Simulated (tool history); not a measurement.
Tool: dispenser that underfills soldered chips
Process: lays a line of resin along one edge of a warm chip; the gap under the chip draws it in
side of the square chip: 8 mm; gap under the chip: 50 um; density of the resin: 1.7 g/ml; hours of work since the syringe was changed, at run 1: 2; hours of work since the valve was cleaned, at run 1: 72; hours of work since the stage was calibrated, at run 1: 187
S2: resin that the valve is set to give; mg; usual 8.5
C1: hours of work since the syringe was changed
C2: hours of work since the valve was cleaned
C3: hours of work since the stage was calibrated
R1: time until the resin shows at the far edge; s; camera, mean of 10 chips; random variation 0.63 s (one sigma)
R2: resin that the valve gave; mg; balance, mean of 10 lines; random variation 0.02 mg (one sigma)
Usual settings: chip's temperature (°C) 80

{"run": 1, "hour": 0.0, "chip's temperature (°C)": 80, "S2": 8.5, "C1": 2, "C2": 72, "C3": 187, "R1": 64.6, "R2": 8.21}
{"run": 2, "hour": 4.9, "chip's temperature (°C)": 80, "S2": 8.5, "C1": 6, "C2": 75, "C3": 191, "R1": 77.3, "R2": 8.23}
{"hour": 7.1, "done": "new syringe of resin"}
{"run": 3, "hour": 8.5, "chip's temperature (°C)": 80, "S2": 8.5, "C1": 1, "C2": 78, "C3": 193, "R1": 58.3, "R2": 8.17}
{"run": 4, "hour": 14.7, "chip's temperature (°C)": 80, "S2": 8.5, "C1": 5, "C2": 82, "C3": 197, "R1": 76.7, "R2": 8.18}
{"hour": 17.1, "done": "dispensing valve cleaned and set on the balance"}
{"hour": 18.6, "done": "new syringe of resin"}
{"run": 5, "hour": 22.4, "chip's temperature (°C)": 80, "S2": 8.5, "C1": 3, "C2": 4, "C3": 202, "R1": 64.7, "R2": 8.53}
{"run": 6, "hour": 28.5, "chip's temperature (°C)": 67, "S2": 8.5, "C1": 7, "C2": 8, "C3": 206, "R1": 146.3, "R2": 8.48}
{"hour": 29.2, "done": "new syringe of resin"}
{"run": 7, "hour": 34.7, "chip's temperature (°C)": 67, "S2": 8.5, "C1": 4, "C2": 12, "C3": 210, "R1": 125.4, "R2": 8.5}
{"run": 8, "hour": 38.3, "chip's temperature (°C)": 67, "S2": 8.5, "C1": 6, "C2": 15, "C3": 213, "R1": 137.7, "R2": 8.46}
{"hour": 40.1, "done": "new syringe of resin"}
{"run": 9, "hour": 44.4, "chip's temperature (°C)": 67, "S2": 8.5, "C1": 3, "C2": 19, "C3": 217, "R1": 118.5, "R2": 8.45}
{"run": 10, "hour": 49.6, "chip's temperature (°C)": 67, "S2": 8.5, "C1": 7, "C2": 22, "C3": 221, "R1": 145, "R2": 8.44}
{"hour": 50.9, "done": "new syringe of resin"}
{"run": 11, "hour": 53.5, "chip's temperature (°C)": 89, "S2": 8.5, "C1": 2, "C2": 25, "C3": 223, "R1": 43.9, "R2": 8.44}
{"run": 12, "hour": 57.6, "chip's temperature (°C)": 89, "S2": 8.5, "C1": 5, "C2": 28, "C3": 226, "R1": 51.3, "R2": 8.38}
{"run": 13, "hour": 60.6, "chip's temperature (°C)": 91, "S2": 8.5, "C1": 7, "C2": 30, "C3": 228, "R1": 52.4, "R2": 8.36}
{"hour": 61.2, "done": "new syringe of resin"}
{"run": 14, "hour": 64.6, "chip's temperature (°C)": 80, "S2": 8.5, "C1": 2, "C2": 33, "C3": 231, "R1": 65.8, "R2": 8.39}
{"run": 15, "hour": 70.8, "chip's temperature (°C)": 85, "S2": 8.5, "C1": 7, "C2": 37, "C3": 235, "R1": 67.6, "R2": 8.37}
{"hour": 71.9, "done": "new syringe of resin"}
{"run": 16, "hour": 77.6, "chip's temperature (°C)": 80, "S2": 8.5, "C1": 4, "C2": 42, "C3": 240, "R1": 69.8, "R2": 8.36}
{"hour": 82.3, "done": "new syringe of resin"}
{"run": 17, "hour": 83.8, "chip's temperature (°C)": 80, "S2": 8.5, "C1": 1, "C2": 46, "C3": 244, "R1": 62.5, "R2": 8.32}
{"run": 18, "hour": 89.2, "chip's temperature (°C)": 80, "S2": 8.5, "C1": 5, "C2": 50, "C3": 248, "R1": 75.5, "R2": 8.29}
{"hour": 93.0, "done": "new syringe of resin"}
{"run": 19, "hour": 93.7, "chip's temperature (°C)": 86, "S2": 8.61, "C1": 0, "C2": 53, "C3": 251, "R1": 46.1, "R2": 8.41}
{"run": 20, "hour": 99.2, "chip's temperature (°C)": 77, "S2": 7.91, "C1": 4, "C2": 57, "C3": 255, "R1": 83.2, "R2": 7.69}
{"hour": 103.4, "done": "new syringe of resin"}
{"run": 21, "hour": 104.9, "chip's temperature (°C)": 67, "S2": 9.38, "C1": 1, "C2": 61, "C3": 259, "R1": 102.7, "R2": 9.11}
{"run": 22, "hour": 111.3, "chip's temperature (°C)": 80, "S2": 7.58, "C1": 6, "C2": 65, "C3": 263, "R1": 79.6, "R2": 7.34}
{"hour": 113.8, "done": "new syringe of resin"}
{"run": 23, "hour": 114.4, "chip's temperature (°C)": 93, "S2": 10.31, "C1": 0, "C2": 67, "C3": 265, "R1": 33.9, "R2": 9.97}
{"run": 24, "hour": 118.4, "chip's temperature (°C)": 93, "S2": 10.31, "C1": 3, "C2": 70, "C3": 268, "R1": 39.7, "R2": 9.95}
{"hour": 124.2, "done": "new syringe of resin"}
{"run": 25, "hour": 124.2, "chip's temperature (°C)": 67, "S2": 7.54, "C1": 0, "C2": 74, "C3": 272, "R1": 102, "R2": 7.25}
{"run": 26, "hour": 130.7, "chip's temperature (°C)": 85, "S2": 9.16, "C1": 5, "C2": 79, "C3": 277, "R1": 60.2, "R2": 8.81}
{"hour": 134.6, "done": "new syringe of resin"}
{"run": 27, "hour": 135.9, "chip's temperature (°C)": 91, "S2": 8.5, "C1": 1, "C2": 82, "C3": 280, "R1": 39.3, "R2": 8.16}
{"hour": 138.6, "done": "dispensing valve cleaned and set on the balance"}
{"run": 28, "hour": 141.8, "chip's temperature (°C)": 78, "S2": 8.34, "C1": 4, "C2": 2, "C3": 284, "R1": 80.1, "R2": 8.36}
{"hour": 146.0, "done": "new syringe of resin"}
{"run": 29, "hour": 147.1, "chip's temperature (°C)": 73, "S2": 8.87, "C1": 1, "C2": 6, "C3": 287, "R1": 79.2, "R2": 8.83}
{"run": 30, "hour": 151.0, "chip's temperature (°C)": 88, "S2": 9.03, "C1": 4, "C2": 9, "C3": 290, "R1": 50.3, "R2": 9}
{"hour": 156.7, "done": "new syringe of resin"}
{"run": 31, "hour": 157.0, "chip's temperature (°C)": 88, "S2": 9.91, "C1": 0, "C2": 13, "C3": 294, "R1": 42.4, "R2": 9.87}
{"run": 32, "hour": 162.0, "chip's temperature (°C)": 80, "S2": 9.36, "C1": 4, "C2": 16, "C3": 298, "R1": 70.1, "R2": 9.28}
{"run": 33, "hour": 165.1, "chip's temperature (°C)": 72, "S2": 8.96, "C1": 6, "C2": 18, "C3": 300, "R1": 114.4, "R2": 8.87}
{"hour": 167.1, "done": "new syringe of resin"}
{"run": 34, "hour": 169.6, "chip's temperature (°C)": 88, "S2": 8.5, "C1": 2, "C2": 21, "C3": 303, "R1": 46.1, "R2": 8.42}

Hidden state at the last listed run before each entry between runs and at the first one after, where it differs:
Between runs 2 and 3: new syringe of resin (hour 7.1)
  resin's viscosity, % of fresh resin's: 139.3 -> 105.1; dose that the valve gives, % of what is set: 96.3 -> 96.18; true chip temperature over the reading, C: -0.39 -> -0.4
  measured less the result without the state, R1: +23 -> +4.1 s; R2: -0.31 -> -0.33 mg
Between runs 4 and 5: dispensing valve cleaned and set on the balance (hour 17.1); new syringe of resin (hour 18.6)
  resin's viscosity, % of fresh resin's: 134.4 -> 116; dose that the valve gives, % of what is set: 95.97 -> 100.05; true chip temperature over the reading, C: -0.41 -> -0.43
  measured less the result without the state, R1: +21 -> +10 s; R2: -0.35 -> +0.01 mg
Between runs 6 and 7: new syringe of resin (hour 29.2)
  resin's viscosity, % of fresh resin's: 148.3 -> 124.5; dose that the valve gives, % of what is set: 99.81 -> 99.6; true chip temperature over the reading, C: -0.44 -> -0.45
  measured less the result without the state, R1: +49.9 -> +26.6 s; R2: -0.02 -> -0.03 mg
Between runs 8 and 9: new syringe of resin (hour 40.1)
  resin's viscosity, % of fresh resin's: 143.9 -> 118.8; dose that the valve gives, % of what is set: 99.47 -> 99.26; true chip temperature over the reading, C: -0.46 -> -0.47
  measured less the result without the state, R1: +44 -> +20.9 s; R2: -0.04 -> -0.06 mg
Between runs 10 and 11: new syringe of resin (hour 50.9)
  resin's viscosity, % of fresh resin's: 146.2 -> 109.2; dose that the valve gives, % of what is set: 99.06 -> 98.95; true chip temperature over the reading, C: -0.48 -> -0.49
  measured less the result without the state, R1: +48 -> +4.6 s; R2: -0.08 -> -0.09 mg
Between runs 13 and 14: new syringe of resin (hour 61.2)
  resin's viscosity, % of fresh resin's: 145.1 -> 114.1; dose that the valve gives, % of what is set: 98.68 -> 98.55; true chip temperature over the reading, C: -0.5 -> -0.51
  measured less the result without the state, R1: +17 -> +9.5 s; R2: -0.11 -> -0.12 mg
Between runs 15 and 16: new syringe of resin (hour 71.9)
  resin's viscosity, % of fresh resin's: 146.4 -> 124.2; dose that the valve gives, % of what is set: 98.33 -> 98.1; true chip temperature over the reading, C: -0.52 -> -0.53
  measured less the result without the state, R1: +22.7 -> +14.9 s; R2: -0.14 -> -0.16 mg
Between runs 16 and 17: new syringe of resin (hour 82.3)
  resin's viscosity, % of fresh resin's: 124.2 -> 106.1; dose that the valve gives, % of what is set: 98.1 -> 97.89; true chip temperature over the reading, C: -0.53 -> -0.54
  measured less the result without the state, R1: +14.9 -> +5 s; R2: -0.16 -> -0.18 mg
Between runs 18 and 19: new syringe of resin (hour 93)
  resin's viscosity, % of fresh resin's: 131.7 -> 102.9; dose that the valve gives, % of what is set: 97.69 -> 97.54; true chip temperature over the reading, C: -0.55 -> -0.56
  measured less the result without the state, R1: +19.6 -> +2.4 s; R2: -0.2 -> -0.21 mg
Between runs 20 and 21: new syringe of resin (hour 103.4)
  resin's viscosity, % of fresh resin's: 128.6 -> 105.3; dose that the valve gives, % of what is set: 97.36 -> 97.17; true chip temperature over the reading, C: -0.57 -> -0.59
  measured less the result without the state, R1: +20.3 -> +8 s; R2: -0.21 -> -0.27 mg
Between runs 22 and 23: new syringe of resin (hour 113.8)
  resin's viscosity, % of fresh resin's: 136 -> 101.3; dose that the valve gives, % of what is set: 96.94 -> 96.85
  measured less the result without the state, R1: +22.9 -> +1.2 s; R2: -0.23 -> -0.32 mg
Between runs 24 and 25: new syringe of resin (hour 124.2)
  resin's viscosity, % of fresh resin's: 118.7 -> 99.7; dose that the valve gives, % of what is set: 96.69 -> 96.51; true chip temperature over the reading, C: -0.61 -> -0.62
  measured less the result without the state, R1: +7.1 -> +3.3 s; R2: -0.34 -> -0.27 mg
Between runs 26 and 27: new syringe of resin (hour 134.6)
  resin's viscosity, % of fresh resin's: 129.2 -> 105.7; dose that the valve gives, % of what is set: 96.28 -> 96.09; true chip temperature over the reading, C: -0.64 -> -0.65
  measured less the result without the state, R1: +14.8 -> +3.3 s; R2: -0.34 -> -0.34 mg
Between runs 27 and 28: dispensing valve cleaned and set on the balance (hour 138.6)
  resin's viscosity, % of fresh resin's: 105.7 -> 128.4; dose that the valve gives, % of what is set: 96.09 -> 100.01; true chip temperature over the reading, C: -0.65 -> -0.66
  measured less the result without the state, R1: +3.3 -> +19.4 s; R2: -0.34 -> +0 mg
Between runs 28 and 29: new syringe of resin (hour 146)
  resin's viscosity, % of fresh resin's: 128.4 -> 104.9; dose that the valve gives, % of what is set: 100.01 -> 99.84
  measured less the result without the state, R1: +19.4 -> +5.9 s; R2: +0 -> -0.01 mg
Between runs 30 and 31: new syringe of resin (hour 156.7)
  resin's viscosity, % of fresh resin's: 122.9 -> 101.7; dose that the valve gives, % of what is set: 99.7 -> 99.49; true chip temperature over the reading, C: -0.67 -> -0.68
  measured less the result without the state, R1: +10.5 -> +1.8 s; R2: -0.03 -> -0.05 mg
Between runs 33 and 34: new syringe of resin (hour 167.1)
  resin's viscosity, % of fresh resin's: 140.5 -> 111.9; dose that the valve gives, % of what is set: 99.2 -> 99.04; true chip temperature over the reading, C: -0.7 -> -0.71
  measured less the result without the state, R1: +35.4 -> +6.1 s; R2: -0.07 -> -0.09 mg
